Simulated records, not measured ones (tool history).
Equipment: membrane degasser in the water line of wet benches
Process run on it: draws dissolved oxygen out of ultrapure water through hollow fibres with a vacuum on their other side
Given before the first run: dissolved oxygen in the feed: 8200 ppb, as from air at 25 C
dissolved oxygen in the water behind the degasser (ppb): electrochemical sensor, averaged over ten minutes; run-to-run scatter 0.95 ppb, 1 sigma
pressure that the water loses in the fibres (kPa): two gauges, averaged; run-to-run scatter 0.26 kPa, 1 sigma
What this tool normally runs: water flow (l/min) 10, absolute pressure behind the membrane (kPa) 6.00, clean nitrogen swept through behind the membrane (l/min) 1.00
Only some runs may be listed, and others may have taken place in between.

run,hour,water flow (l/min),absolute pressure behind the membrane (kPa),clean nitrogen swept through behind the membrane (l/min),dissolved oxygen in the water behind the degasser (ppb),pressure that the water loses in the fibres (kPa)
1,0.0,10,6.00,1.00,95.8,69.64
2,45.0,10,8.15,1.00,145.3,69.10
3,94.4,10,8.15,1.00,142.3,69.54
4,125.6,10,8.15,1.00,148.1,69.48
5,186.8,10,5.81,1.00,90.5,69.25
6,238.1,10,6.00,0.51,155.0,69.83
7,281.2,10,6.00,0.51,153.2,68.85
8,326.8,10,6.00,1.00,95.6,69.11
9,358.3,10,6.00,1.00,94.9,69.40
10,418.9,10,6.00,1.00,95.8,69.07
11,459.3,10,6.00,1.00,94.8,69.41
12,489.9,10,6.00,1.00,94.3,69.40
13,545.0,10,6.00,1.00,95.7,69.25
14,575.1,8,12.00,2.42,86.3,55.19
15,629.5,8,12.00,2.42,85.3,55.41
16,689.5,7,6.00,0.47,108.1,48.40
17,741.7,7,6.00,1.00,56.7,48.63
18,776.4,12,4.29,0.45,118.2,83.23
19,831.8,12,4.29,0.45,117.5,83.11
20,867.2,12,4.29,0.45,117.7,83.07
21,926.1,12,4.29,0.45,119.2,82.95
22,971.5,12,4.29,0.45,119.7,82.98

Alternative continuations, all from the tool just after run 22; predict every row:
A,1011.6,11,5.91,0.70,?,?
B,1011.6,10,6.81,1.00,?,?
C,1011.6,12,4.29,2.45,?,?

run,dissolved oxygen in the water behind the degasser (ppb),pressure that the water loses in the fibres (kPa)
A,138.0,76.25
B,117.2,69.62
C,65.2,83.10
With the hidden condition removed and each run's random variation left untouched, the same runs would have given:
run,dissolved oxygen in the water behind the degasser (ppb),pressure that the water loses in the fibres (kPa)
A,129.8,75.65
B,110.7,69.08
C,61.1,82.45
